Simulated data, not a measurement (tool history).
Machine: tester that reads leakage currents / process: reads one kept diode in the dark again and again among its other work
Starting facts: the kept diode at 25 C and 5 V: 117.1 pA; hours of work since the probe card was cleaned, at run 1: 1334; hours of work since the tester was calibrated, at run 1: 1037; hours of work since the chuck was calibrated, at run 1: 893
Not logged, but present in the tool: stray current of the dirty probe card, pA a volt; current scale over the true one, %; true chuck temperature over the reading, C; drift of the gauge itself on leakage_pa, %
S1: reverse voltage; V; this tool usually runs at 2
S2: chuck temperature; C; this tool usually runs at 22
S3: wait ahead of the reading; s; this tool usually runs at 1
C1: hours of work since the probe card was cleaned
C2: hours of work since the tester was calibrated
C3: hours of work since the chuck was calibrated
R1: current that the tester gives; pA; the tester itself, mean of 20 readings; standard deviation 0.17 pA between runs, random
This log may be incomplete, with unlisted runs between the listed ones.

{"run": 1, "hour": 0.0, "S1": 2, "S2": 22, "S3": 1, "C1": 1334, "C2": 1037, "C3": 893, "R1": 61.13}
{"hour": 15.7, "done": "chuck's temperature calibrated"}
{"hour": 121.8, "done": "probe card cleaned and baked"}
{"run": 2, "hour": 164.6, "S1": 2, "S2": 22, "S3": 1, "C1": 19, "C2": 1109, "C3": 66, "R1": 55.24}
{"run": 3, "hour": 342.9, "S1": 12.73, "S2": 22, "S3": 1, "C1": 100, "C2": 1190, "C3": 147, "R1": 153.48}
{"run": 4, "hour": 440.6, "S1": 12.73, "S2": 22, "S3": 1, "C1": 144, "C2": 1234, "C3": 191, "R1": 154.97}
{"run": 5, "hour": 572.6, "S1": 2, "S2": 22, "S3": 1, "C1": 204, "C2": 1294, "C3": 251, "R1": 55.77}
{"run": 6, "hour": 732.0, "S1": 2, "S2": 22, "S3": 1, "C1": 276, "C2": 1366, "C3": 323, "R1": 56.56}
{"run": 7, "hour": 833.9, "S1": 2, "S2": 22, "S3": 1, "C1": 323, "C2": 1412, "C3": 369, "R1": 56.8}
{"run": 8, "hour": 954.4, "S1": 5.73, "S2": 21, "S3": 0.75, "C1": 377, "C2": 1467, "C3": 424, "R1": 93.83}
{"run": 9, "hour": 1060.2, "S1": 5.73, "S2": 21, "S3": 0.75, "C1": 425, "C2": 1515, "C3": 472, "R1": 94.6}
{"run": 10, "hour": 1215.6, "S1": 4.09, "S2": 58, "S3": 0.32, "C1": 496, "C2": 1585, "C3": 542, "R1": 1655.15}
{"run": 11, "hour": 1317.7, "S1": 1.74, "S2": 38, "S3": 7.32, "C1": 542, "C2": 1632, "C3": 588, "R1": 216.04}
{"run": 12, "hour": 1434.8, "S1": 9.27, "S2": 38, "S3": 7.32, "C1": 595, "C2": 1685, "C3": 641, "R1": 538.7}
{"run": 13, "hour": 1598.3, "S1": 9.27, "S2": 38, "S3": 1.38, "C1": 669, "C2": 1759, "C3": 716, "R1": 542.49}

Predict each of these 3 candidate next runs independently; none follows another, all start after run 13:
{"run": "A", "hour": 1682.7, "S1": 2, "S2": 22, "S3": 0.47, "C1": 707, "C2": 1797, "C3": 754, "R1": "?"}
{"run": "B", "hour": 1682.7, "S1": 3.44, "S2": 28, "S3": 1.38, "C1": 707, "C2": 1797, "C3": 754, "R1": "?"}
{"run": "C", "hour": 1682.7, "S1": 15.03, "S2": 32, "S3": 1.52, "C1": 707, "C2": 1797, "C3": 754, "R1": "?"}

run=A R1=60.02
run=B R1=135.01
run=C R1=426.79
What these runs would have given with no unlogged condition in the tool:
run=A R1=56.04
run=B R1=126.68
run=C R1=399.3
